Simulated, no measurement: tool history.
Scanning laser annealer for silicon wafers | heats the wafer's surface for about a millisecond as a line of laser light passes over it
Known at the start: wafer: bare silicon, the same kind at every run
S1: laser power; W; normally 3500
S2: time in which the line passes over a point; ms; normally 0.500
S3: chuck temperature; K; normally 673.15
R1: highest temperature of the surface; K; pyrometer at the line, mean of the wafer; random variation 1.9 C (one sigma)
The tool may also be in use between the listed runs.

run   hour    S1     S2      S3       R1
  1    0.0  3500  0.500  673.15  1373.15
  2    4.7  3500  0.500  671.15  1372.15
  3   10.6  3500  0.521  673.15  1388.15
  4   19.4  3500  0.541  673.15  1400.15
  5   27.5  3500  0.541  673.15  1396.15
  6   35.8  3500  0.500  703.15  1404.15
  7   41.4  3500  0.500  667.15  1369.15
  8   50.3  3500  0.500  667.15  1367.15
  9   54.9  3500  0.500  667.15  1368.15
 10   63.8  3500  0.519  673.15  1386.15
 11   69.6  3500  0.519  673.15  1382.15
 12   77.4  3500  0.519  673.15  1382.15
 13   81.9  3500  0.519  673.15  1385.15
 14   90.8  3238  0.500  673.15  1318.15
 15   94.6  3500  0.500  673.15  1370.15
 16   98.9  3622  0.448  673.15  1361.15
 17  108.1  3850  0.478  673.15  1424.15
 18  114.3  3029  0.511  693.15  1298.15
 19  118.2  3587  0.425  710.15  1375.15
 20  126.8  3587  0.425  710.15  1375.15
 21  135.1  3587  0.590  710.15  1476.15
 22  144.1  3500  0.500  645.15  1342.15
 23  147.9  3707  0.485  710.15  1435.15
 24  156.5  3707  0.485  687.15  1413.15
 25  161.2  3648  0.485  641.15  1354.15
 26  165.1  3688  0.617  705.15  1509.15
 27  172.2  3047  0.500  664.15  1270.15
 28  177.4  3711  0.468  701.15  1413.15
 29  186.0  3205  0.423  664.15  1253.15

Predict each of these 3 candidate next runs independently; none follows another, all start after run 29:
  A  195.3  3205  0.423  698.15   ?
  B  195.3  3205  0.479  664.15   ?
  C  195.3  3709  0.508  683.15   ?

run       R1
  A  1290.15
  B  1290.15
  C  1427.15
Without the tool's unlogged condition, the same runs would have read:
run       R1
  A  1308.15
  B  1309.15
  C  1449.15
